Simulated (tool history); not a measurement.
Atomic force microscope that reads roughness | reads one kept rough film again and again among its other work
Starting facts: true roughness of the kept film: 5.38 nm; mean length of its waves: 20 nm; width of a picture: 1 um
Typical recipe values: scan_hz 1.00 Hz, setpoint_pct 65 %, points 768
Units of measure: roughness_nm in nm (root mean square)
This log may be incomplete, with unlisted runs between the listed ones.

{"run": 1, "hour": 0.0, "scan_hz": 1.0, "setpoint_pct": 65, "points": 768, "roughness_nm": 3.373}
{"run": 2, "hour": 11.7, "scan_hz": 3.72, "setpoint_pct": 65, "points": 768, "roughness_nm": 3.06}
{"hour": 16.0, "done": "new tip fitted"}
{"run": 3, "hour": 20.4, "scan_hz": 3.72, "setpoint_pct": 65, "points": 768, "roughness_nm": 3.075}
{"run": 4, "hour": 35.1, "scan_hz": 1.0, "setpoint_pct": 65, "points": 768, "roughness_nm": 3.37}
{"run": 5, "hour": 44.4, "scan_hz": 2.1, "setpoint_pct": 65, "points": 768, "roughness_nm": 3.228}
{"run": 6, "hour": 58.9, "scan_hz": 2.1, "setpoint_pct": 65, "points": 768, "roughness_nm": 3.244}
{"run": 7, "hour": 66.8, "scan_hz": 2.1, "setpoint_pct": 65, "points": 768, "roughness_nm": 3.238}
{"run": 8, "hour": 74.9, "scan_hz": 2.1, "setpoint_pct": 65, "points": 768, "roughness_nm": 3.232}
{"run": 9, "hour": 83.7, "scan_hz": 2.1, "setpoint_pct": 65, "points": 768, "roughness_nm": 3.258}
{"run": 10, "hour": 92.6, "scan_hz": 2.1, "setpoint_pct": 65, "points": 768, "roughness_nm": 3.227}
{"run": 11, "hour": 99.5, "scan_hz": 2.1, "setpoint_pct": 65, "points": 768, "roughness_nm": 3.239}
{"run": 12, "hour": 112.5, "scan_hz": 2.1, "setpoint_pct": 65, "points": 768, "roughness_nm": 3.242}
{"run": 13, "hour": 123.0, "scan_hz": 1.0, "setpoint_pct": 65, "points": 768, "roughness_nm": 3.373}
{"run": 14, "hour": 137.1, "scan_hz": 1.0, "setpoint_pct": 65, "points": 496, "roughness_nm": 3.357}
{"run": 15, "hour": 143.8, "scan_hz": 1.0, "setpoint_pct": 65, "points": 496, "roughness_nm": 3.339}
{"run": 16, "hour": 154.2, "scan_hz": 1.0, "setpoint_pct": 65, "points": 996, "roughness_nm": 3.405}
{"run": 17, "hour": 163.6, "scan_hz": 1.0, "setpoint_pct": 65, "points": 542, "roughness_nm": 3.364}
{"run": 18, "hour": 178.1, "scan_hz": 1.0, "setpoint_pct": 65, "points": 316, "roughness_nm": 3.294}
{"run": 19, "hour": 188.5, "scan_hz": 2.41, "setpoint_pct": 66, "points": 336, "roughness_nm": 3.124}
{"run": 20, "hour": 202.9, "scan_hz": 2.43, "setpoint_pct": 66, "points": 336, "roughness_nm": 3.109}
{"run": 21, "hour": 214.0, "scan_hz": 2.43, "setpoint_pct": 66, "points": 295, "roughness_nm": 3.094}
{"run": 22, "hour": 221.3, "scan_hz": 2.47, "setpoint_pct": 67, "points": 768, "roughness_nm": 3.167}
{"run": 23, "hour": 232.5, "scan_hz": 3.01, "setpoint_pct": 73, "points": 768, "roughness_nm": 2.994}
{"run": 24, "hour": 246.5, "scan_hz": 3.7, "setpoint_pct": 65, "points": 973, "roughness_nm": 3.067}
{"hour": 251.3, "done": "new tip fitted"}
{"run": 25, "hour": 253.6, "scan_hz": 1.07, "setpoint_pct": 60, "points": 425, "roughness_nm": 3.385}
{"run": 26, "hour": 260.3, "scan_hz": 1.07, "setpoint_pct": 60, "points": 425, "roughness_nm": 3.38}

Expected results for the next run?
{"run": 27, "hour": 275.4, "scan_hz": 1.13, "setpoint_pct": 89, "points": 500, "roughness_nm": "?"}

Run 27 gave roughness_nm 3.034 nm (root mean square).
If the tool had no hidden condition, the same run with the same run-to-run variation would have returned roughness_nm 3.037 nm (root mean square).

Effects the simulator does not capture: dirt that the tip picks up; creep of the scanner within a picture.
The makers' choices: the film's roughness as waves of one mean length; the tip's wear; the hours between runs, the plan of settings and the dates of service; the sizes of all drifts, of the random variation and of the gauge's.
